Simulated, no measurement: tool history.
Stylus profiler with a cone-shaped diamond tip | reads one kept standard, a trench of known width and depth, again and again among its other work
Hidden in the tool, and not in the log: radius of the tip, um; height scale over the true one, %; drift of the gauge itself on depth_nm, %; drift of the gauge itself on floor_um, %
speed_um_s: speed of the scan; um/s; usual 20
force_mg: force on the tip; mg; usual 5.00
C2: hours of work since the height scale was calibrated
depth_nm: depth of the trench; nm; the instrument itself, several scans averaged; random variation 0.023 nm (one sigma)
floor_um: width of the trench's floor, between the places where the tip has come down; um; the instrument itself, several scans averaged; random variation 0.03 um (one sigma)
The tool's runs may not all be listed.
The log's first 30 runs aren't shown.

Run 31, hour 1425.3: usual settings but speed_um_s 5 um/s, force_mg 4.37 mg; scans with this tip 23033; C2 857. Result: depth_nm 100.64 nm, floor_um 48.28 um.
Run 32, hour 1456.3: usual settings but force_mg 3.00 mg; scans with this tip 23214; C2 881. Result: depth_nm 100.39 nm, floor_um 48.19 um.
Run 33, hour 1484.1: usual settings but force_mg 4.02 mg; scans with this tip 23377; C2 902. Result: depth_nm 100.58 nm, floor_um 48.24 um.
Run 34, hour 1541.8: usual settings but speed_um_s 39 um/s, force_mg 3.31 mg; scans with this tip 23715; C2 946. Result: depth_nm 100.43 nm, floor_um 48.20 um.
Run 35, hour 1577.1: usual settings but speed_um_s 46 um/s, force_mg 1.67 mg; scans with this tip 23921; C2 973. Result: depth_nm 100.11 nm, floor_um 48.11 um.
Run 36, hour 1626.9: usual settings but speed_um_s 76 um/s, force_mg 2.02 mg; scans with this tip 24212; C2 1010. Result: depth_nm 100.14 nm, floor_um 48.08 um.
Run 37, hour 1673.3: usual settings but speed_um_s 14 um/s, force_mg 12.95 mg; scans with this tip 24484; C2 1046. Result: depth_nm 101.63 nm, floor_um 48.25 um.
At hour 1683.8: height scale calibrated on a step standard.
Run 38, hour 1737.6: usual settings but speed_um_s 14 um/s, force_mg 12.95 mg; scans with this tip 24858; C2 41. Result: depth_nm 102.12 nm, floor_um 48.27 um.
Run 39, hour 1796.7: usual settings but speed_um_s 34 um/s, force_mg 1.93 mg; scans with this tip 25203; C2 86. Result: depth_nm 100.52 nm, floor_um 48.18 um.
Run 40, hour 1824.2: usual settings but speed_um_s 56 um/s, force_mg 4.59 mg; scans with this tip 25365; C2 106. Result: depth_nm 100.95 nm, floor_um 48.18 um.
Run 41, hour 1852.0: usual settings but speed_um_s 22 um/s, force_mg 9.53 mg; scans with this tip 25527; C2 128. Result: depth_nm 101.68 nm, floor_um 48.20 um.
Run 42, hour 1891.8: usual settings but speed_um_s 52 um/s, force_mg 1.68 mg; scans with this tip 25760; C2 158. Result: depth_nm 100.47 nm, floor_um 48.09 um.
Run 43, hour 1922.5: usual settings but speed_um_s 19 um/s, force_mg 2.22 mg; scans with this tip 25940; C2 181. Result: depth_nm 100.54 nm, floor_um 48.19 um.
Run 44, hour 1981.5: usual settings but speed_um_s 66 um/s, force_mg 13.45 mg; scans with this tip 26285; C2 226. Result: depth_nm 102.04 nm, floor_um 48.19 um.
Run 45, hour 2027.4: usual settings but speed_um_s 29 um/s, force_mg 3.13 mg; scans with this tip 26554; C2 261. Result: depth_nm 100.68 nm, floor_um 48.18 um.
Run 46, hour 2068.5: usual settings but speed_um_s 29 um/s, force_mg 11.06 mg; scans with this tip 26794; C2 292. Result: depth_nm 101.77 nm, floor_um 48.21 um.

Forecast each of these 4 alternatives for the next run:
Run A, hour 2122.4: usual settings but speed_um_s 11 um/s, force_mg 13.13 mg; scans with this tip 27110; C2 333. Result: depth_nm ?, floor_um ?.
Run B, hour 2122.4: usual settings but speed_um_s 29 um/s, force_mg 11.84 mg; scans with this tip 27110; C2 333. Result: depth_nm ?, floor_um ?.
Run C, hour 2122.4: usual settings but speed_um_s 29 um/s, force_mg 3.96 mg; scans with this tip 27110; C2 333. Result: depth_nm ?, floor_um ?.
Run D, hour 2122.4: usual settings but speed_um_s 32 um/s, force_mg 11.06 mg; scans with this tip 27110; C2 333. Result: depth_nm ?, floor_um ?.

run  depth_nm  floor_um
  A    101.96     48.27
  B    101.82     48.21
  C    100.75     48.23
  D    101.75     48.19
Without the tool's hidden state the same runs would have given:
run  depth_nm  floor_um
  A    102.14     48.80
  B    101.99     48.75
  C    100.93     48.76
  D    101.93     48.73
